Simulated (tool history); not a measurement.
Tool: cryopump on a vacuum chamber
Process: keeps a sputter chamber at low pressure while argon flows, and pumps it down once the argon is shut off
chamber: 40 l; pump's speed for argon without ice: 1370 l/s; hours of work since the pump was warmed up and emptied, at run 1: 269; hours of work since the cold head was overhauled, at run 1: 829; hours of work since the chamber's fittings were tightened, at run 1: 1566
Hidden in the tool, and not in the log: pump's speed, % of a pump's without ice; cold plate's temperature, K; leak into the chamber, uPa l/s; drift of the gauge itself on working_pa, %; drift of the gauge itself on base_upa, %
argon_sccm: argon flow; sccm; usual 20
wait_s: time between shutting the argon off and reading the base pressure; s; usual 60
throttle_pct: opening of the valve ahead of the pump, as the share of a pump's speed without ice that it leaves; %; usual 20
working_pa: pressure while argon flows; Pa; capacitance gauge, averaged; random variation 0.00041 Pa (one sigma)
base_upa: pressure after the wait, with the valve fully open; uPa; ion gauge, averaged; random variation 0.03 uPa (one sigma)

run      day  argon_sccm  wait_s  throttle_pct  hours of work since the pump was warmed up and emptied  hours of work since the cold head was overhauled  hours of work since the chamber's fittings were tightened  working_pa  base_upa
  1        0          20      60            20                                                     269                                               829                                                       1566      0.1261      2.85
  2    4.038          20      60            20                                                     322                                               882                                                       1619      0.1262      2.98
  3    7.975          20      60            20                                                     373                                               933                                                       1670      0.1278      3.06
  4   11.158          20      60            20                                                     414                                               974                                                       1712      0.1282      3.11
  5   14.829          20      60            34                                                     462                                              1022                                                       1759      0.0777      3.09
  6   19.246          20     132            20                                                     520                                              1080                                                       1817      0.1294      2.48
      22.425  -- pump warmed up, emptied and cooled again
  7   23.296          20      60            28                                                      11                                              1130                                                       1867      0.0886      2.93
  8   25.904          20      60            28                                                      45                                              1164                                                       1901      0.0894      3.04
  9   28.071          20      60            28                                                      74                                              1192                                                       1929      0.0893      3.06
 10   30.125          20      60            28                                                     100                                              1219                                                       1956      0.0889      3.15
 11   34.646          20      60            27                                                     159                                              1277                                                       2015       0.093      3.11
 12   37.888          20      60            22                                                     201                                              1320                                                       2057      0.1139      3.25
 13   40.475          20      60            20                                                     235                                              1353                                                       2091      0.1263      3.27
 14   44.983          20      60            20                                                     294                                              1412                                                       2149      0.1263      3.42
      45.438  -- leaking fittings of the chamber tightened, without venting
 15   49.412          20      60            20                                                     350                                              1469                                                         52      0.1272      1.65
 16   52.079          20     222            20                                                     385                                              1503                                                         86      0.1275      0.75
 17   55.808          20     222            20                                                     434                                              1552                                                        135      0.1279       0.8
 18   59.508           9      51            42                                                     482                                              1600                                                        183      0.0288      2.08
 19   63.371          13     134            20                                                     532                                              1650                                                        233      0.0841      1.12
      65.604  -- pump warmed up, emptied and cooled again
 20   65.762          13     134            20                                                       2                                              1679                                                        262       0.081      1.03
 21   68.792           8     204            42                                                      41                                              1718                                                        301      0.0236       0.9
 22   71.267          17      58            40                                                      74                                              1750                                                        334      0.0537      1.84
 23   74.054          17      58            40                                                     110                                              1787                                                        370      0.0537      1.91
 24   76.054          14      58            40                                                     136                                              1813                                                        396       0.044       1.9
 25    79.45          14      58            40                                                     180                                              1857                                                        440      0.0446      2.04
 26   83.917          21      60            17                                                     238                                              1915                                                        498      0.1554      2.04
 27   87.554          20      60            52                                                     286                                              1962                                                        546      0.0506      2.03
 28   90.129          20      60            52                                                     319                                              1996                                                        579      0.0513      2.09
 29   92.242          20      60            52                                                     347                                              2023                                                        607      0.0505      2.11
 30    96.65          20      60            52                                                     404                                              2081                                                        664      0.0519      2.24
 31  101.167          15      60            26                                                     463                                              2140                                                        723      0.0751      2.27
 32  103.383          15      75            19                                                     492                                              2169                                                        752      0.1014      2.08
 33  106.879          19      75            47                                                     537                                              2214                                                        797      0.0558      2.16

Forecast each of these 3 alternatives for the next run:
     108.729  -- pump warmed up, emptied and cooled again
  A  110.029          37      60            20                                                      17                                              2252                                                        836           ?         ?
     108.729  -- pump warmed up, emptied and cooled again
  B  110.029          20      46            16                                                      17                                              2252                                                        836           ?         ?
     108.729  -- pump warmed up, emptied and cooled again
  C  110.029          22      83            29                                                      17                                              2252                                                        836           ?         ?

run  working_pa  base_upa
  A      0.2289      2.18
  B      0.1545      2.54
  C      0.0945      1.89
Without the tool's hidden state the same runs would have given:
run  working_pa  base_upa
  A       0.228      1.48
  B       0.154      1.83
  C      0.0939      1.16
